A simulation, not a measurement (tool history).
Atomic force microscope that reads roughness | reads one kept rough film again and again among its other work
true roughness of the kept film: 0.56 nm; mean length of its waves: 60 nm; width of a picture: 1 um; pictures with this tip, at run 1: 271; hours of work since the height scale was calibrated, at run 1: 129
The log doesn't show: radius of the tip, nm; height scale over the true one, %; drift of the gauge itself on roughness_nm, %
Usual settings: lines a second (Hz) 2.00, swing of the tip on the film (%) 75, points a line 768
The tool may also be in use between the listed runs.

run,hour,lines a second (Hz),swing of the tip on the film (%),points a line,pictures with this tip,hours of work since the height scale was calibrated,roughness of the kept film (nm (root mean square))
1,0.0,2.00,75,768,271,129,0.485
2,7.0,2.00,75,768,285,133,0.481
3,12.8,2.00,75,768,296,137,0.488
# hour 17.1: new tip fitted
4,22.3,2.00,75,768,10,143,0.486
5,34.5,2.00,75,768,34,150,0.485
6,45.5,2.00,75,768,55,157,0.484
7,52.0,2.00,75,768,68,161,0.485
8,63.8,2.00,59,768,91,169,0.527
9,69.5,2.00,59,768,102,172,0.529
10,77.1,2.00,59,768,118,177,0.525
11,82.8,2.00,75,400,129,181,0.481
12,94.5,2.00,75,400,152,188,0.483
13,103.4,2.00,73,400,169,194,0.489
14,111.5,2.00,75,768,185,199,0.485
15,120.2,2.00,75,768,202,204,0.485
16,130.4,3.52,83,768,222,211,0.402
17,137.4,1.74,59,768,236,215,0.530
18,143.9,2.00,81,807,249,219,0.465
19,155.3,2.00,81,807,271,226,0.465
20,165.9,0.88,73,640,292,233,0.525
# hour 172.2: new tip fitted
21,175.8,3.73,69,768,7,239,0.467
22,188.1,3.73,69,768,32,247,0.464
23,197.6,2.00,77,341,50,253,0.477
24,206.8,0.69,77,341,69,259,0.527
25,213.4,0.69,77,341,81,263,0.526
26,219.9,0.69,77,341,94,267,0.523
27,228.1,0.69,57,341,110,272,0.546
28,238.3,1.95,77,768,130,278,0.479
29,250.2,2.99,75,475,154,286,0.456

Forecast each of these 3 alternatives for the next run:
A,259.7,1.41,75,768,172,292,?
B,259.7,2.00,74,820,172,292,?
C,259.7,2.99,76,1017,172,292,?

run,roughness of the kept film (nm (root mean square))
A,0.505
B,0.487
C,0.453
Without the tool's hidden state the same runs would have given:
run,roughness of the kept film (nm (root mean square))
A,0.505
B,0.488
C,0.453

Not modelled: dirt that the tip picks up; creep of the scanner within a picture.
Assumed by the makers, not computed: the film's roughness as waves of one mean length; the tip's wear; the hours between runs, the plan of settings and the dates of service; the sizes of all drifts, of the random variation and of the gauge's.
